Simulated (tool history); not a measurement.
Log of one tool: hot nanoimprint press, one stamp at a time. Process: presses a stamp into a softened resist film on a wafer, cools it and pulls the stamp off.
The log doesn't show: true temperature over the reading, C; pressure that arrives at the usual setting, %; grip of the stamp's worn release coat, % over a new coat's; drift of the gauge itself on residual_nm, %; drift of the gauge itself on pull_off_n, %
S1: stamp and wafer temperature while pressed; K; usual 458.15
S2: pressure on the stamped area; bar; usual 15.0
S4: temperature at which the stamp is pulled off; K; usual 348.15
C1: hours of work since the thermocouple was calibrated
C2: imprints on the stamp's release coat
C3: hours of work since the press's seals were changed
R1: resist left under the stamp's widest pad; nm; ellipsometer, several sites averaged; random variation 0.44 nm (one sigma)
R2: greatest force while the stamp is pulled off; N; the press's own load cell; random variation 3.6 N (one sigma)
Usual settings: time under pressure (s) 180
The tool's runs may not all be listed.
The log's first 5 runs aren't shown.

run 6 hour=39.6 | S1=461.15 S2=15.0 time_under_pressure_(s)=180 S4=348.15 | C1=9 C2=959 C3=225 | R1=187.6 R2=215
run 7 hour=46.8 | S1=461.15 S2=15.0 time_under_pressure_(s)=180 S4=348.15 | C1=14 C2=993 C3=231 | R1=187.0 R2=221
run 8 hour=52.4 | S1=461.15 S2=15.0 time_under_pressure_(s)=180 S4=348.15 | C1=18 C2=1019 C3=235 | R1=187.7 R2=211
run 9 hour=60.9 | S1=458.15 S2=9.9 time_under_pressure_(s)=180 S4=348.15 | C1=25 C2=1060 C3=241 | R1=237.6 R2=212
run 10 hour=69.7 | S1=458.15 S2=9.9 time_under_pressure_(s)=180 S4=348.15 | C1=31 C2=1101 C3=248 | R1=235.4 R2=222
run 11 hour=78.9 | S1=458.15 S2=19.8 time_under_pressure_(s)=180 S4=348.15 | C1=38 C2=1145 C3=254 | R1=183.8 R2=222
run 12 hour=88.8 | S1=458.15 S2=15.0 time_under_pressure_(s)=180 S4=348.15 | C1=45 C2=1192 C3=262 | R1=204.7 R2=221
run 13 hour=95.8 | S1=458.15 S2=15.0 time_under_pressure_(s)=180 S4=348.15 | C1=50 C2=1225 C3=267 | R1=204.1 R2=221
run 14 hour=105.8 | S1=458.15 S2=15.0 time_under_pressure_(s)=117 S4=348.15 | C1=58 C2=1272 C3=274 | R1=232.2 R2=227
run 15 hour=115.7 | S1=458.15 S2=15.0 time_under_pressure_(s)=180 S4=348.15 | C1=65 C2=1319 C3=282 | R1=204.4 R2=222
run 16 hour=119.9 | S1=458.15 S2=15.0 time_under_pressure_(s)=180 S4=348.15 | C1=68 C2=1339 C3=285 | R1=203.6 R2=227
run 17 hour=128.1 | S1=458.15 S2=15.0 time_under_pressure_(s)=180 S4=348.15 | C1=74 C2=1377 C3=291 | R1=204.6 R2=232
run 18 hour=137.8 | S1=458.15 S2=15.0 time_under_pressure_(s)=180 S4=348.15 | C1=81 C2=1423 C3=298 | R1=204.3 R2=235
run 19 hour=147.0 | S1=458.15 S2=19.4 time_under_pressure_(s)=250 S4=355.15 | C1=88 C2=1467 C3=305 | R1=164.1 R2=215
run 20 hour=151.5 | S1=458.15 S2=19.2 time_under_pressure_(s)=186 S4=348.15 | C1=92 C2=1488 C3=308 | R1=183.4 R2=233
run 21 hour=159.4 | S1=462.15 S2=15.4 time_under_pressure_(s)=224 S4=334.15 | C1=97 C2=1525 C3=314 | R1=165.1 R2=254
run 22 hour=167.2 | S1=462.15 S2=15.4 time_under_pressure_(s)=224 S4=334.15 | C1=103 C2=1562 C3=320 | R1=165.7 R2=261
-- hour=173.7 stamp cleaned and given a new release coat
run 23 hour=180.2 | S1=462.15 S2=15.4 time_under_pressure_(s)=349 S4=338.15 | C1=108 C2=31 C3=325 | R1=140.1 R2=181
run 24 hour=188.1 | S1=460.15 S2=15.0 time_under_pressure_(s)=180 S4=347.15 | C1=114 C2=69 C3=331 | R1=191.9 R2=176
run 25 hour=195.7 | S1=469.15 S2=15.0 time_under_pressure_(s)=180 S4=348.15 | C1=120 C2=105 C3=336 | R1=146.6 R2=177
run 26 hour=205.4 | S1=469.15 S2=15.0 time_under_pressure_(s)=220 S4=348.15 | C1=127 C2=151 C3=343 | R1=135.3 R2=174
run 27 hour=213.9 | S1=446.15 S2=15.0 time_under_pressure_(s)=159 S4=348.15 | C1=133 C2=190 C3=350 | R1=282.7 R2=175
run 28 hour=223.1 | S1=458.15 S2=15.0 time_under_pressure_(s)=303 S4=348.15 | C1=140 C2=234 C3=356 | R1=170.3 R2=175
run 29 hour=231.0 | S1=466.15 S2=9.7 time_under_pressure_(s)=158 S4=340.15 | C1=146 C2=271 C3=362 | R1=199.5 R2=194
run 30 hour=236.4 | S1=449.15 S2=9.7 time_under_pressure_(s)=158 S4=340.15 | C1=150 C2=297 C3=366 | R1=292.0 R2=201

4 ways to go on from here, each from the tool as it stands after run 30. What would each give?
run A hour=242.0 | S1=462.15 S2=9.7 time_under_pressure_(s)=158 S4=340.15 | C1=154 C2=323 C3=370 | R1=? R2=?
run B hour=242.0 | S1=458.15 S2=15.0 time_under_pressure_(s)=119 S4=348.15 | C1=154 C2=323 C3=370 | R1=? R2=?
run C hour=242.0 | S1=449.15 S2=16.7 time_under_pressure_(s)=300 S4=340.15 | C1=154 C2=323 C3=370 | R1=? R2=?
run D hour=242.0 | S1=468.15 S2=19.9 time_under_pressure_(s)=218 S4=348.15 | C1=154 C2=323 C3=370 | R1=? R2=?

run=A R1=222.8 R2=197
run=B R1=229.5 R2=180
run=C R1=220.3 R2=193
run=D R1=122.4 R2=177
Without the tool's hidden state the same runs would have given:
run=A R1=225.2 R2=184
run=B R1=231.2 R2=168
run=C R1=222.4 R2=180
run=D R1=122.6 R2=165

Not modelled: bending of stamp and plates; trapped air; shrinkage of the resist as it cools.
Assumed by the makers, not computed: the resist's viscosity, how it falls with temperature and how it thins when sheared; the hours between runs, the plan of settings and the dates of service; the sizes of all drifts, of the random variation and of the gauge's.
